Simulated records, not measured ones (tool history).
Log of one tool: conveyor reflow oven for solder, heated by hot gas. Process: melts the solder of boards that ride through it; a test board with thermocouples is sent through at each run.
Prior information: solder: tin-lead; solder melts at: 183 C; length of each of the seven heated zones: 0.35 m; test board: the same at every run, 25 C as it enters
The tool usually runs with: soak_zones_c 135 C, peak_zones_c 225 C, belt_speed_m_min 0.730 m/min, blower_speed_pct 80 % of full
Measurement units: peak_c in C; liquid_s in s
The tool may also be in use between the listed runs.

| run | day | soak_zones_c | peak_zones_c | belt_speed_m_min | blower_speed_pct | peak_c | liquid_s |
|---|---|---|---|---|---|---|---|
| 1 | 0.000 | 135 | 225 | 0.730 | 80 | 203.7 | 31.3 |
| 2 | 2.417 | 135 | 225 | 0.730 | 80 | 203.0 | 29.8 |
|  | 3.579 | flux residue cleaned out of gas plates and filters |
| 3 | 6.521 | 135 | 225 | 0.730 | 80 | 204.8 | 32.7 |
| 4 | 10.338 | 135 | 225 | 0.730 | 80 | 204.4 | 31.4 |
| 5 | 12.842 | 135 | 225 | 0.730 | 80 | 204.3 | 31.7 |
| 6 | 14.812 | 135 | 225 | 0.730 | 80 | 203.4 | 31.2 |
| 7 | 17.650 | 135 | 225 | 0.749 | 80 | 202.7 | 28.7 |
| 8 | 21.162 | 135 | 225 | 0.749 | 80 | 202.5 | 28.5 |
|  | 23.171 | flux residue cleaned out of gas plates and filters |
| 9 | 23.938 | 135 | 225 | 0.730 | 54 | 198.4 | 24.5 |
| 10 | 25.704 | 135 | 225 | 0.730 | 80 | 203.8 | 33.0 |
| 11 | 29.192 | 135 | 216 | 0.730 | 80 | 196.8 | 25.0 |
| 12 | 33.104 | 135 | 225 | 0.730 | 80 | 204.3 | 31.7 |
| 13 | 36.479 | 135 | 225 | 0.730 | 80 | 202.9 | 30.8 |
| 14 | 39.042 | 135 | 225 | 0.730 | 80 | 202.8 | 30.0 |
| 15 | 40.742 | 135 | 225 | 0.730 | 80 | 202.8 | 30.4 |
|  | 41.258 | belt drive overhauled, speed set with a stopwatch |
|  | 42.871 | flux residue cleaned out of gas plates and filters |
| 16 | 42.871 | 135 | 225 | 0.730 | 80 | 205.1 | 33.0 |
| 17 | 46.671 | 145 | 224 | 0.730 | 80 | 205.5 | 36.6 |

What does the tool deliver on the next run?
|  | 47.504 | thermocouples of zones 6 and 7 changed |
| 18 | 50.558 | 145 | 224 | 0.730 | 80 | ? | ? |

peak_c: 207.0 C
liquid_s: 36.9 s
Were there no unlogged condition in the tool, this run, its random variation unchanged, would have produced peak_c 207.7 C, liquid_s 37.1 s.

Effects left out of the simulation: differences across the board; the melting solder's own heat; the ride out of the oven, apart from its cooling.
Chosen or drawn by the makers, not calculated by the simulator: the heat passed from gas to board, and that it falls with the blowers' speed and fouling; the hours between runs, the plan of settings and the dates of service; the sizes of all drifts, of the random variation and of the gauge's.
